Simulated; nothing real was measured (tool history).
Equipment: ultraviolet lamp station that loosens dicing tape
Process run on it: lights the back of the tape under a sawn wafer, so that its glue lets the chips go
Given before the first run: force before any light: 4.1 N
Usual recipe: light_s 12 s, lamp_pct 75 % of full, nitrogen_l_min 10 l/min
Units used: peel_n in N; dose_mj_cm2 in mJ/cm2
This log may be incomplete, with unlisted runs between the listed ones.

Run 1, hour 0: usual settings. Result: peel_n 0.517 N, dose_mj_cm2 233 mJ/cm2.
Run 2, hour 16.6: usual settings. Result: peel_n 0.547 N, dose_mj_cm2 228 mJ/cm2.
Run 3, hour 29.2: usual settings. Result: peel_n 0.553 N, dose_mj_cm2 231 mJ/cm2.
Run 4, hour 51.5: usual settings. Result: peel_n 0.561 N, dose_mj_cm2 228 mJ/cm2.
Run 5, hour 64.2: usual settings. Result: peel_n 0.57 N, dose_mj_cm2 225 mJ/cm2.
Run 6, hour 86.9: usual settings. Result: peel_n 0.589 N, dose_mj_cm2 229 mJ/cm2.
Run 7, hour 109.5: usual settings. Result: peel_n 0.556 N, dose_mj_cm2 222 mJ/cm2.
Run 8, hour 135.7: usual settings. Result: peel_n 0.585 N, dose_mj_cm2 221 mJ/cm2.
Run 9, hour 155.7: usual settings. Result: peel_n 0.613 N, dose_mj_cm2 219 mJ/cm2.
Run 10, hour 167.4: usual settings. Result: peel_n 0.603 N, dose_mj_cm2 217 mJ/cm2.
Run 11, hour 186.4: usual settings. Result: peel_n 0.621 N, dose_mj_cm2 213 mJ/cm2.
Run 12, hour 198.9: usual settings but lamp_pct 78 % of full. Result: peel_n 0.577 N, dose_mj_cm2 225 mJ/cm2.
Run 13, hour 218.2: usual settings but lamp_pct 78 % of full. Result: peel_n 0.587 N, dose_mj_cm2 222 mJ/cm2.
Run 14, hour 235: usual settings but lamp_pct 78 % of full. Result: peel_n 0.579 N, dose_mj_cm2 220 mJ/cm2.
Run 15, hour 249.8: usual settings but light_s 8 s, lamp_pct 78 % of full. Result: peel_n 1.073 N, dose_mj_cm2 147 mJ/cm2.
Run 16, hour 270: usual settings. Result: peel_n 0.657 N, dose_mj_cm2 207 mJ/cm2.
Run 17, hour 282.2: usual settings but nitrogen_l_min 8 l/min. Result: peel_n 0.766 N, dose_mj_cm2 207 mJ/cm2.
Run 18, hour 296: usual settings but light_s 13 s. Result: peel_n 0.573 N, dose_mj_cm2 225 mJ/cm2.
Run 19, hour 307.5: usual settings but nitrogen_l_min 14 l/min. Result: peel_n 0.559 N, dose_mj_cm2 208 mJ/cm2.
Run 20, hour 332.5: usual settings but nitrogen_l_min 14 l/min. Result: peel_n 0.597 N, dose_mj_cm2 202 mJ/cm2.
Run 21, hour 352.8: usual settings but nitrogen_l_min 14 l/min. Result: peel_n 0.564 N, dose_mj_cm2 198 mJ/cm2.
Run 22, hour 377.5: usual settings but lamp_pct 78 % of full. Result: peel_n 0.683 N, dose_mj_cm2 208 mJ/cm2.
Run 23, hour 400.3: usual settings but lamp_pct 82 % of full, nitrogen_l_min 13 l/min. Result: peel_n 0.525 N, dose_mj_cm2 217 mJ/cm2.
Run 24, hour 425.5: usual settings but light_s 8 s, lamp_pct 87 % of full, nitrogen_l_min 4 l/min. Result: peel_n 1.444 N, dose_mj_cm2 160 mJ/cm2.
Run 25, hour 448.2: usual settings but light_s 8 s, lamp_pct 87 % of full, nitrogen_l_min 4 l/min. Result: peel_n 1.514 N, dose_mj_cm2 160 mJ/cm2.
Run 26, hour 461.1: usual settings but lamp_pct 89 % of full, nitrogen_l_min 16 l/min. Result: peel_n 0.385 N, dose_mj_cm2 242 mJ/cm2.
Run 27, hour 481.4: usual settings but lamp_pct 89 % of full, nitrogen_l_min 16 l/min. Result: peel_n 0.379 N, dose_mj_cm2 238 mJ/cm2.
Run 28, hour 493.9: usual settings but light_s 20 s, nitrogen_l_min 9 l/min. Result: peel_n 0.284 N, dose_mj_cm2 337 mJ/cm2.
Run 29, hour 517.6: usual settings but light_s 7 s, lamp_pct 74 % of full, nitrogen_l_min 11 l/min. Result: peel_n 1.395 N, dose_mj_cm2 117 mJ/cm2.
Run 30, hour 541.7: usual settings but light_s 7 s, lamp_pct 86 % of full, nitrogen_l_min 5 l/min. Result: peel_n 1.595 N, dose_mj_cm2 132 mJ/cm2.
Run 31, hour 553.4: usual settings but light_s 14 s, lamp_pct 86 % of full, nitrogen_l_min 5 l/min. Result: peel_n 0.653 N, dose_mj_cm2 264 mJ/cm2.
Run 32, hour 574.2: usual settings but light_s 14 s, lamp_pct 86 % of full, nitrogen_l_min 5 l/min. Result: peel_n 0.709 N, dose_mj_cm2 260 mJ/cm2.
Run 33, hour 585.4: usual settings but light_s 10 s, lamp_pct 72 % of full, nitrogen_l_min 5 l/min. Result: peel_n 1.366 N, dose_mj_cm2 153 mJ/cm2.
Run 34, hour 596.7: usual settings but light_s 19 s, lamp_pct 86 % of full, nitrogen_l_min 7 l/min. Result: peel_n 0.297 N, dose_mj_cm2 349 mJ/cm2.
Run 35, hour 612: usual settings but light_s 19 s, lamp_pct 86 % of full, nitrogen_l_min 7 l/min. Result: peel_n 0.315 N, dose_mj_cm2 348 mJ/cm2.
Run 36, hour 628.5: usual settings but light_s 10 s, lamp_pct 61 % of full, nitrogen_l_min 3 l/min. Result: peel_n 1.926 N, dose_mj_cm2 126 mJ/cm2.
Run 37, hour 643.8: usual settings but light_s 10 s, lamp_pct 61 % of full, nitrogen_l_min 8 l/min. Result: peel_n 1.44 N, dose_mj_cm2 129 mJ/cm2.
Run 38, hour 669.6: usual settings but light_s 11 s, lamp_pct 80 % of full, nitrogen_l_min 8 l/min. Result: peel_n 0.917 N, dose_mj_cm2 184 mJ/cm2.
Run 39, hour 688.8: usual settings but light_s 11 s, lamp_pct 80 % of full, nitrogen_l_min 8 l/min. Result: peel_n 0.929 N, dose_mj_cm2 179 mJ/cm2.
Run 40, hour 708: usual settings but light_s 14 s, lamp_pct 80 % of full, nitrogen_l_min 4 l/min. Result: peel_n 0.992 N, dose_mj_cm2 225 mJ/cm2.
Run 41, hour 733.8: usual settings but light_s 15 s, lamp_pct 84 % of full, nitrogen_l_min 5 l/min. Result: peel_n 0.718 N, dose_mj_cm2 253 mJ/cm2.
Run 42, hour 745.8: usual settings but light_s 13 s, lamp_pct 90 % of full, nitrogen_l_min 4 l/min. Result: peel_n 0.902 N, dose_mj_cm2 235 mJ/cm2.
Run 43, hour 761.2: usual settings but lamp_pct 63 % of full, nitrogen_l_min 3 l/min. Result: peel_n 1.726 N, dose_mj_cm2 149 mJ/cm2.

Not shown here: 1 entry made in the log between runs. Locate each between two listed runs and compare the hidden state at the listed run before it with the hidden state at the listed run after it:
From run 23 to run 24: window cleaned of glue's vapour (hour 408.4)
  lamp's light, % of a new lamp's: 73.7 -> 73.1; light that the window lets through, % of a clean one's: 94.6 -> 99.6
  difference, measured minus the result without the unlogged condition, peel_n: +0.267 -> +0.442 N; dose_mj_cm2: -94 -> -60 mJ/cm2
